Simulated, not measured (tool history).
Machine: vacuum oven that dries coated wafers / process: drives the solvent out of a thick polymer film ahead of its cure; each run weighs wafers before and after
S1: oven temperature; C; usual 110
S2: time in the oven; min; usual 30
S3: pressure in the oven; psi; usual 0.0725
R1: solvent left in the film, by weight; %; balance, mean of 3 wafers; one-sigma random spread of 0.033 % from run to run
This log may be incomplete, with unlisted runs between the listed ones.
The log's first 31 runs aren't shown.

{"run": 32, "hour": 386.2, "S1": 109, "S2": 31, "S3": 0.1285, "R1": 4.02}
{"run": 33, "hour": 393.5, "S1": 98, "S2": 23, "S3": 0.0725, "R1": 10.38}
{"run": 34, "hour": 400.8, "S1": 98, "S2": 23, "S3": 0.0725, "R1": 10.47}
{"run": 35, "hour": 408.5, "S1": 104, "S2": 19, "S3": 0.2645, "R1": 9.6}
{"run": 36, "hour": 421.1, "S1": 104, "S2": 19, "S3": 0.2645, "R1": 9.6}
{"run": 37, "hour": 430.0, "S1": 104, "S2": 19, "S3": 0.2645, "R1": 9.57}
{"run": 38, "hour": 443.4, "S1": 104, "S2": 19, "S3": 0.2645, "R1": 9.58}
{"run": 39, "hour": 460.8, "S1": 104, "S2": 19, "S3": 0.2645, "R1": 9.67}
{"run": 40, "hour": 469.4, "S1": 110, "S2": 23, "S3": 0.1505, "R1": 5.57}

Each row is a separate what-if for the run after 40, all from the same tool condition, not one after another. Results?
{"run": "A", "hour": 479.5, "S1": 109, "S2": 30, "S3": 0.1131, "R1": "?"}
{"run": "B", "hour": 479.5, "S1": 110, "S2": 30, "S3": 0.068, "R1": "?"}
{"run": "C", "hour": 479.5, "S1": 110, "S2": 23, "S3": 0.0474, "R1": "?"}
{"run": "D", "hour": 479.5, "S1": 110, "S2": 24, "S3": 0.0725, "R1": "?"}

run=A R1=4.12
run=B R1=3.71
run=C R1=5.4
run=D R1=5.11
Stripped of hidden state, with their random variation kept, the same runs would have yielded:
run=A R1=4.38
run=B R1=3.96
run=C R1=5.68
run=D R1=5.38
